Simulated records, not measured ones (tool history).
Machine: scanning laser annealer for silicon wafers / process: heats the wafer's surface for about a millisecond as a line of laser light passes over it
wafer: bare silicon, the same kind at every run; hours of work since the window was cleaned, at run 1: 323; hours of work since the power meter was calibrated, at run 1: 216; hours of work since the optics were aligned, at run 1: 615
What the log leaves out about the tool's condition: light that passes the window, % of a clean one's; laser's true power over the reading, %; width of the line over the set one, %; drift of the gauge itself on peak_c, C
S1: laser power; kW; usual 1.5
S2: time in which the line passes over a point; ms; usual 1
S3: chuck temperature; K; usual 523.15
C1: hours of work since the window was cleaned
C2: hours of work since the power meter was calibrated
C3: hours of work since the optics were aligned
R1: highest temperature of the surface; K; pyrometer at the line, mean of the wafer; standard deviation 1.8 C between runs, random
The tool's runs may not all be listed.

run    day     S1    S2      S3   C1   C2   C3       R1
  1      0    1.5     1  523.15  323  216  615  1232.15
  2  0.392    1.5     1  528.15  328  221  620  1239.15
  3  0.629    1.5     1  528.15  331  224  623  1238.15
  4  0.988    1.5     1  528.15  336  228  628  1239.15
  5  1.362  1.347     1  523.15  340  233  632  1135.15
  6  1.917  1.347     1  523.15  347  240  639  1136.15
  7  2.467    1.5  0.72  523.15  354  247  646  1135.15
  8  2.796    1.5     1  523.15  358  251  650  1232.15
  9  3.317    1.5     1  523.15  365  258  657  1230.15
 10  3.688    1.5     1  523.15  370  262  662  1230.15
 11  4.062  1.417  0.81  493.15  374  267  666  1090.15
 12  4.321    1.3  1.03  547.15  378  270  670  1138.15
 13  4.667  1.362  1.16  523.15  382  275  674  1185.15
 14  5.188  1.395  0.71  523.15  389  281  680  1071.15
 15  5.571  1.343     1  558.15  393  286  685  1166.15
 16  5.875  1.527  0.76  523.15  397  290  689  1157.15
 17  6.367  1.299     1  560.15  403  296  695  1143.15
 18  6.742  1.642  0.89  560.15  408  301  700  1310.15
 19  7.312  1.649  0.77  560.15  415  308  707  1269.15
 20   7.55  1.649  0.77  560.15  418  311  710  1268.15

Pick out some run-to-run changes in R1. Of each, how much would a tool without hidden state show as well, from the settings, what came in and chance, and how much is left for the hidden state and any gauge scatter not in both results compared?
Run 10 -> 11: S1 1.5 -> 1.417, S2 1 -> 0.81, S3 523.15 -> 493.15. R1 -140 K: hidden state +5, all else -145.
Run 13 -> 14: S1 1.362 -> 1.395, S2 1.16 -> 0.71. R1 -114 K: hidden state +6, all else -120.
Run 17 -> 18: S1 1.299 -> 1.642, S2 1 -> 0.89. R1 +167 K: hidden state -10, all else +177.
